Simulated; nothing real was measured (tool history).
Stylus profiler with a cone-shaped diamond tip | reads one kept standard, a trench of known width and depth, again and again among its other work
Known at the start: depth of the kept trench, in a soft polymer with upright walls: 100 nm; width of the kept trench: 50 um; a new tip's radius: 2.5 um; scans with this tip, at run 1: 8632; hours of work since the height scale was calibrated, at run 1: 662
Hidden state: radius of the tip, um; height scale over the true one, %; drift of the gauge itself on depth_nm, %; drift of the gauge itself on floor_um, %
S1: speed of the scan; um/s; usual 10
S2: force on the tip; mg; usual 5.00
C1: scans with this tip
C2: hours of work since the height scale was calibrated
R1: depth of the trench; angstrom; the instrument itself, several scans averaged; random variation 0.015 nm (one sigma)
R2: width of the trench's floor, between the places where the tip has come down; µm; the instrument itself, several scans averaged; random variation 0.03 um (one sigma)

run    hour  S1     S2     C1    C2      R1     R2
  1     0.0  10   5.00   8632   662  1026.5  48.31
  2    75.6  10   5.00   9135   701  1026.3  48.29
  3   156.9  10   4.61   9676   742  1025.1  48.31
  4   259.3   9   4.61  10357   794  1025.5  48.24
  5   365.1   9   3.22  11061   848  1020.6  48.24
  6   476.5   9   3.22  11802   905  1020.6  48.16
  7   614.1   9   3.22  12717   975  1020.6  48.20
  8   688.9   9   3.22  13216  1013  1020.4  48.19
  9   769.3  11   5.00  13750  1054  1027.0  48.12
 10   879.4  11   5.00  14483  1111  1027.5  48.17
 11   957.6  11   5.00  15003  1150  1027.4  48.09
 12  1024.8  10   5.00  15450  1185  1027.6  48.10
 13  1162.5  18   5.00  16366  1255  1027.5  48.05
     1196.6  -- height scale calibrated on a step standard
 14  1275.6  10   5.00  17115    40  1028.9  48.06
 15  1407.4  10   7.14  17992   108  1035.8  48.00
 16  1515.7  29   5.00  18713   163  1028.9  47.96
     1605.7  -- height scale calibrated on a step standard, once more
 17  1609.9  29   5.00  19336     2  1024.9  47.93
 18  1700.0  29   5.00  19935    48  1025.0  47.97
     1812.9  -- new tip fitted, height scale calibrated
 19  1839.7  29   5.00    177    14  1024.7  48.52
 20  1903.0  10   5.00    599    46  1024.6  48.61
 21  2035.8  10   5.00   1482   114  1024.5  48.57
 22  2114.6  10   5.00   2006   154  1025.0  48.56
 23  2189.0  10   5.00   2501   192  1025.1  48.51
 24  2270.9  20   7.61   3047   234  1033.2  48.51
 25  2382.2  20   7.61   3787   290  1033.1  48.43
 26  2452.2  12   7.91   4253   326  1034.4  48.47
 27  2585.2   3   7.11   5138   394  1031.8  48.42
 28  2681.4   7   1.85   5777   443  1013.5  48.43
 29  2797.2  10  11.26   6548   502  1043.3  48.38
 30  2925.6  10  11.26   7403   568  1043.6  48.33
 31  3013.4  11   1.81   7987   612  1013.7  48.28
 32  3144.3   4   1.91   8857   679  1014.0  48.31
 33  3242.0  16   1.91   9507   729  1014.6  48.25
 34  3318.0  16   1.91  10013   768  1014.5  48.23
 35  3378.3  11  10.76  10414   799  1042.7  48.25
 36  3467.2  15   8.78  11006   844  1038.0  48.17
 37  3601.5   3   7.43  11899   913  1034.1  48.23
 38  3692.0  10   2.68  12502   959  1018.1  48.12
 39  3799.5   6   2.94  13217  1014  1019.5  48.15
 40  3943.5   6   2.94  14175  1087  1019.5  48.13
 41  4088.5   7   5.54  15139  1161  1028.9  48.04
 42  4206.3   8   5.68  15923  1221  1029.1  48.03
 43  4279.9   8   5.68  16413  1259  1029.4  48.05
     4314.6  -- height scale calibrated on a step standard
 44  4356.1  10   3.30  16917    21  1019.0  48.08
 45  4474.5  10   3.30  17704    82  1019.4  48.01
 46  4595.7  10   3.30  18510   143  1019.2  48.03

4 ways to go on from here, each from the tool as it stands after run 46. What would each give?
  A  4680.6  10   6.27  19075  187   ?   ?
  B  4680.6   9   2.26  19075  187   ?   ?
  C  4680.6  10  11.28  19075  187   ?   ?
  D  4680.6   4   3.30  19075  187   ?   ?

run      R1     R2
  A  1029.6  47.98
  B  1015.1  47.99
  C  1043.4  47.99
  D  1019.1  47.94
Without the tool's hidden state the same runs would have given:
run      R1     R2
  A  1028.8  48.59
  B  1014.3  48.60
  C  1042.6  48.60
  D  1018.4  48.56
